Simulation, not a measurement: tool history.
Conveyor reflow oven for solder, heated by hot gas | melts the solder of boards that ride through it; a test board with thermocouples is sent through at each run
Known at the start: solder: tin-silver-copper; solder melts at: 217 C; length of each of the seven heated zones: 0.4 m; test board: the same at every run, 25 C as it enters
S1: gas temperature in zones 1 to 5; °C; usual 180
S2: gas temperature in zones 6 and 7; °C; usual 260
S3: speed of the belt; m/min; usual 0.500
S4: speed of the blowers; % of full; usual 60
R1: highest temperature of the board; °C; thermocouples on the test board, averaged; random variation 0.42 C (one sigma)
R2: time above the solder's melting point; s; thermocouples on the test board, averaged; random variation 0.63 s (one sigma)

run   hour   S1   S2     S3  S4     R1    R2
  1    0.0  180  260  0.500  60  243.6  64.8
  2    6.7  180  260  0.500  60  244.0  65.1
  3   16.5  180  260  0.500  60  244.4  63.6
  4   29.2  180  260  0.500  60  243.3  65.2
  5   36.5  180  260  0.500  63  244.2  66.7
  6   52.0  180  260  0.500  63  244.3  65.2
  7   59.6  180  260  0.500  63  244.1  66.6
  8   71.8  180  260  0.500  63  244.1  66.8
  9   82.1  180  260  0.500  63  244.6  65.8
 10   89.2  180  260  0.500  63  243.8  65.1
 11   99.5  178  260  0.559  83  243.3  57.3
 12  108.9  194  260  0.500  70  248.0  79.2
 13  124.2  194  260  0.500  70  247.9  78.6
 14  131.8  170  260  0.420  60  246.5  78.3
 15  139.0  170  260  0.420  60  246.7  78.4
 16  153.2  180  261  0.500  75  247.4  69.1

The same runs without the tool's hidden state, with the same run-to-run variation:
The hidden state here: heat that the gas passes to the board, % of a clean oven's; belt's true speed, % of the reading; true gas temperature in zones 6 and 7 over the reading, C; drift of the gauge itself on peak_c, C; drift of the gauge itself on liquid_s, %.
run     R1    R2
  1  243.6  64.6
  2  244.0  64.9
  3  244.4  63.5
  4  243.3  65.2
  5  244.3  66.7
  6  244.5  65.3
  7  244.3  66.8
  8  244.3  66.9
  9  244.8  66.1
 10  244.1  65.4
 11  243.9  58.0
 12  248.2  79.2
 13  248.2  78.6
 14  246.8  78.5
 15  246.9  78.7
 16  248.0  69.7

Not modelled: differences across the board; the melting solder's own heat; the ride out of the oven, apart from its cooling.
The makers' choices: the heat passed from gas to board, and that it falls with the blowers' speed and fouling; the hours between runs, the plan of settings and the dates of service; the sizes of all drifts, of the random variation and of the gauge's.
